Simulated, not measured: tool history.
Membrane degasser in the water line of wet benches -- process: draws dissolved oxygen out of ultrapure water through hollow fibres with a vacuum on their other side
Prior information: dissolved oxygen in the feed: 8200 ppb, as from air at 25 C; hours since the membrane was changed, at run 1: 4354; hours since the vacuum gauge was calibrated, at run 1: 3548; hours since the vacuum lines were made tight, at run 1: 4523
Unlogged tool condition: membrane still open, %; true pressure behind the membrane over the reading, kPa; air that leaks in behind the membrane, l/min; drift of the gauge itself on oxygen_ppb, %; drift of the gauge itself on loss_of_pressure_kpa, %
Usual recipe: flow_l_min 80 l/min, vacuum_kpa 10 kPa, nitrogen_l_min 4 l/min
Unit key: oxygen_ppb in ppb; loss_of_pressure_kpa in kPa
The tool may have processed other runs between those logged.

| run | day | flow_l_min | vacuum_kpa | nitrogen_l_min | hours since the membrane was changed | hours since the vacuum gauge was calibrated | hours since the vacuum lines were made tight | oxygen_ppb | loss_of_pressure_kpa |
|---|---|---|---|---|---|---|---|---|---|
| 1 | 0 | 80 | 10 | 4 | 4354 | 3548 | 4523 | 315.5 | 66.21 |
| 2 | 8.525 | 80 | 10 | 4 | 4559 | 3753 | 4728 | 319.1 | 65.8 |
| 3 | 22.008 | 80 | 10 | 4 | 4883 | 4076 | 5051 | 317.9 | 66.06 |
| 4 | 30.517 | 80 | 8.6 | 4 | 5087 | 4281 | 5255 | 260 | 66.11 |
| 5 | 40.346 | 80 | 10 | 4 | 5323 | 4516 | 5491 | 319.1 | 65.95 |
| 6 | 50.096 | 123 | 10 | 4 | 5557 | 4750 | 5725 | 474.8 | 102.44 |
|  | 53.771 | seals of the vacuum lines changed |
| 7 | 60.958 | 123 | 10 | 4 | 5815 | 5009 | 172 | 479 | 103.12 |
| 8 | 68.942 | 123 | 10 | 4 | 6007 | 5201 | 364 | 476.9 | 103.48 |
| 9 | 80.471 | 123 | 10 | 4 | 6284 | 5477 | 641 | 479.9 | 102.54 |
| 10 | 91.375 | 80 | 10 | 4 | 6546 | 5739 | 902 | 325 | 67.28 |
| 11 | 102.412 | 87 | 10 | 4 | 6810 | 6004 | 1167 | 354.2 | 73.4 |
|  | 108.638 | vacuum gauge calibrated |
| 12 | 114.596 | 87 | 10 | 4 | 7102 | 143 | 1459 | 357.5 | 73.3 |
| 13 | 125.404 | 77 | 10 | 4 | 7362 | 402 | 1719 | 322.2 | 65.62 |
| 14 | 135.854 | 80 | 10 | 3.68 | 7612 | 653 | 1969 | 359.5 | 68.05 |
| 15 | 142.325 | 80 | 12.7 | 3.68 | 7768 | 808 | 2125 | 475.5 | 67.99 |
|  | 148.271 | vacuum gauge calibrated, once more |
| 16 | 152.562 | 80 | 6.8 | 3.68 | 8013 | 103 | 2370 | 183.7 | 68.22 |
| 17 | 161.542 | 80 | 10 | 3.45 | 8228 | 318 | 2585 | 346.7 | 68.86 |
| 18 | 167.392 | 80 | 10 | 3.45 | 8369 | 459 | 2726 | 347.5 | 68.97 |
| 19 | 173.583 | 93 | 10 | 7.89 | 8518 | 608 | 2875 | 203.6 | 79.73 |
| 20 | 180.054 | 93 | 16.4 | 10.18 | 8673 | 763 | 3030 | 297.7 | 80.01 |
| 21 | 191.792 | 93 | 16.4 | 10.18 | 8955 | 1045 | 3311 | 297.6 | 80.74 |
| 22 | 201.288 | 49 | 10 | 3.37 | 9182 | 1272 | 3539 | 230.1 | 42.35 |
| 23 | 211.692 | 49 | 10 | 3.37 | 9432 | 1522 | 3789 | 231 | 42.59 |
| 24 | 217.825 | 49 | 10 | 3.37 | 9579 | 1669 | 3936 | 230.6 | 42.72 |
| 25 | 228.733 | 124 | 15.4 | 6.38 | 9841 | 1931 | 4198 | 547.8 | 107.75 |
| 26 | 234.604 | 83 | 10 | 2.61 | 9982 | 2072 | 4339 | 457.5 | 72.21 |
| 27 | 243.833 | 83 | 10 | 2.61 | 10204 | 2294 | 4560 | 459.5 | 72.74 |
| 28 | 252.875 | 82 | 7.5 | 4 | 10420 | 2511 | 4777 | 216.4 | 72.16 |
| 29 | 260.442 | 80 | 18.4 | 2.8 | 10602 | 2692 | 4959 | 866.8 | 70.46 |
| 30 | 270.946 | 80 | 14.4 | 2.49 | 10854 | 2944 | 5211 | 727.2 | 70.45 |
| 31 | 277.05 | 80 | 14.4 | 2.49 | 11001 | 3091 | 5358 | 722 | 71.19 |
| 32 | 284.3 | 80 | 14.4 | 2.49 | 11175 | 3265 | 5532 | 726.1 | 71.26 |

Some steps in oxygen_ppb between neighbouring runs. How much of each would the tool show without its hidden state too (settings, what came in, random variation), and how much is left for the hidden state, with any gauge scatter that isn't in both results?
Run 5 -> 6: flow_l_min 80 -> 123. oxygen_ppb +155.7 ppb: hidden state +12.9, all else +142.8.
Run 15 -> 16: vacuum_kpa 12.7 -> 6.8, vacuum gauge calibrated, once more. oxygen_ppb -291.8 ppb: hidden state -30.3, all else -261.5.
Run 24 -> 25: flow_l_min 49 -> 124, vacuum_kpa 10 -> 15.4, nitrogen_l_min 3.37 -> 6.38. oxygen_ppb +317.2 ppb: hidden state +16.9, all else +300.3.
Run 28 -> 29: flow_l_min 82 -> 80, vacuum_kpa 7.5 -> 18.4, nitrogen_l_min 4 -> 2.8. oxygen_ppb +650.4 ppb: hidden state +1.7, all else +648.7.
